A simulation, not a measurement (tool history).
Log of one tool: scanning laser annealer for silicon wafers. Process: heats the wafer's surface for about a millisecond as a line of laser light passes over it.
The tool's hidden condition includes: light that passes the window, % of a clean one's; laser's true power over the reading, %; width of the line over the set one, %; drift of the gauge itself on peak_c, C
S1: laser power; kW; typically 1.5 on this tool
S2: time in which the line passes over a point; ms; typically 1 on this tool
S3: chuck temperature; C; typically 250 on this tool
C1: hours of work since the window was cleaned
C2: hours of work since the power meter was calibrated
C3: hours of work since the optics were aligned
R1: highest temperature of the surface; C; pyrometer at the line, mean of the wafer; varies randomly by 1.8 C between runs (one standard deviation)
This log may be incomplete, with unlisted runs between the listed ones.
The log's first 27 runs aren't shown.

Run 28, hour 849.8: usual settings but S1 1.335 kW, S2 0.75 ms, S3 286 C; C1 616; C2 941; C3 721. Result: R1 889 C.
Run 29, hour 878.6: usual settings but S1 1.632 kW, S3 255 C; C1 630; C2 955; C3 734. Result: R1 1159 C.
Run 30, hour 901.4: usual settings but S3 251 C; C1 641; C2 966; C3 745. Result: R1 1064 C.
Run 31, hour 947.4: usual settings but S1 1.337 kW, S2 0.87 ms, S3 247 C; C1 662; C2 987; C3 767. Result: R1 897 C.
At hour 960.7: window over the wafer cleaned.
Run 32, hour 990.9: usual settings but S1 1.337 kW, S2 0.85 ms, S3 279 C; C1 14; C2 1007; C3 786. Result: R1 921 C.
Run 33, hour 1018.6: usual settings but S1 1.337 kW, S2 0.85 ms, S3 275 C; C1 27; C2 1020; C3 799. Result: R1 918 C.
Run 34, hour 1048.8: usual settings but S1 1.337 kW, S2 0.85 ms, S3 275 C; C1 41; C2 1034; C3 813. Result: R1 916 C.
Run 35, hour 1085.5: usual settings but S1 1.337 kW, S2 0.85 ms, S3 275 C; C1 58; C2 1051; C3 830. Result: R1 918 C.
Run 36, hour 1125.1: usual settings but S1 1.444 kW, S3 239 C; C1 77; C2 1070; C3 849. Result: R1 1011 C.
Run 37, hour 1149.9: usual settings but S1 1.592 kW, S2 1.12 ms, S3 267 C; C1 89; C2 1081; C3 860. Result: R1 1196 C.
At hour 1176.5: optics aligned, line set to its width.
Run 38, hour 1185: usual settings but S1 1.282 kW, S2 0.93 ms, S3 243 C; C1 103; C2 1095; C3 4. Result: R1 877 C.
Run 39, hour 1211.5: usual settings but S1 1.411 kW, S2 0.95 ms, S3 237 C; C1 115; C2 1108; C3 16. Result: R1 964 C.
Run 40, hour 1252.4: usual settings but S1 1.461 kW, S2 0.81 ms, S3 239 C; C1 134; C2 1127; C3 36. Result: R1 945 C.

Below are 4 alternative next runs, each starting from the tool's condition after run 40. Predict each:
Run A, hour 1284.3: usual settings but S1 1.309 kW, S2 0.76 ms, S3 242 C; C1 149; C2 1142; C3 51. Result: R1 ?.
Run B, hour 1284.3: usual settings but S2 1.06 ms; C1 149; C2 1142; C3 51. Result: R1 ?.
Run C, hour 1284.3: usual settings but S1 1.37 kW, S2 0.82 ms, S3 239 C; C1 149; C2 1142; C3 51. Result: R1 ?.
Run D, hour 1284.3: usual settings but S2 0.98 ms, S3 251 C; C1 149; C2 1142; C3 51. Result: R1 ?.

run    R1
  A   835
  B  1084
  C   893
  D  1052
With no hidden state in the tool, these same runs would have given:
run    R1
  A   835
  B  1085
  C   893
  D  1053

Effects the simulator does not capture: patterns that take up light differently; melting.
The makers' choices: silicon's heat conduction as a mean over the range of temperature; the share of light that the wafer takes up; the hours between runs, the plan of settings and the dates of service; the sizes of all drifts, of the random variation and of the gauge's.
